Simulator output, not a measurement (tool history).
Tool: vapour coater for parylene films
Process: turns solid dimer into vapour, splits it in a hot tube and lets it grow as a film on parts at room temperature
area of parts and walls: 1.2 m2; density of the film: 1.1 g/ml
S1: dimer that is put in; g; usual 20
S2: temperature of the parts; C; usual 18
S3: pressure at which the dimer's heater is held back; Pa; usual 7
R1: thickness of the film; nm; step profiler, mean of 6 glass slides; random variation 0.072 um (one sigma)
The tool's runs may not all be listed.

{"run": 1, "hour": 0.0, "S1": 20, "S2": 18, "S3": 7, "R1": 8410}
{"run": 2, "hour": 39.4, "S1": 20, "S2": 18, "S3": 7, "R1": 8340}
{"run": 3, "hour": 98.9, "S1": 20, "S2": 18, "S3": 7, "R1": 8140}
{"run": 4, "hour": 167.2, "S1": 12, "S2": 18, "S3": 7, "R1": 4800}
{"run": 5, "hour": 219.5, "S1": 12, "S2": 18, "S3": 7, "R1": 4700}
{"run": 6, "hour": 267.2, "S1": 12, "S2": 18, "S3": 7, "R1": 4700}
{"run": 7, "hour": 344.7, "S1": 20, "S2": 18, "S3": 2.85, "R1": 8960}
{"run": 8, "hour": 404.3, "S1": 20, "S2": 18, "S3": 7.18, "R1": 7380}
{"run": 9, "hour": 475.7, "S1": 20, "S2": 18, "S3": 7.18, "R1": 7180}
{"hour": 532.2, "done": "trap's valve overhauled"}
{"run": 10, "hour": 532.2, "S1": 23, "S2": 20, "S3": 2.14, "R1": 11000}
{"run": 11, "hour": 602.6, "S1": 23, "S2": 20, "S3": 2.14, "R1": 10970}
{"run": 12, "hour": 659.9, "S1": 22, "S2": 18, "S3": 7, "R1": 8870}
{"run": 13, "hour": 736.2, "S1": 21, "S2": 21, "S3": 7.86, "R1": 7370}
{"run": 14, "hour": 795.8, "S1": 21, "S2": 21, "S3": 7.86, "R1": 7180}
{"run": 15, "hour": 860.9, "S1": 21, "S2": 21, "S3": 7.86, "R1": 7050}
{"run": 16, "hour": 899.6, "S1": 18, "S2": 12, "S3": 7, "R1": 8600}
{"run": 17, "hour": 933.5, "S1": 12, "S2": 12, "S3": 4.12, "R1": 6330}

Forecast each of these 3 alternatives for the next run:
{"run": "A", "hour": 979.2, "S1": 12, "S2": 12, "S3": 5.88, "R1": "?"}
{"run": "B", "hour": 979.2, "S1": 34, "S2": 12, "S3": 6.59, "R1": "?"}
{"run": "C", "hour": 979.2, "S1": 12, "S2": 12, "S3": 4.12, "R1": "?"}

run=A R1=5800
run=B R1=16140
run=C R1=6200
Without the tool's hidden state the same runs would have given:
run=A R1=6760
run=B R1=18790
run=C R1=7220
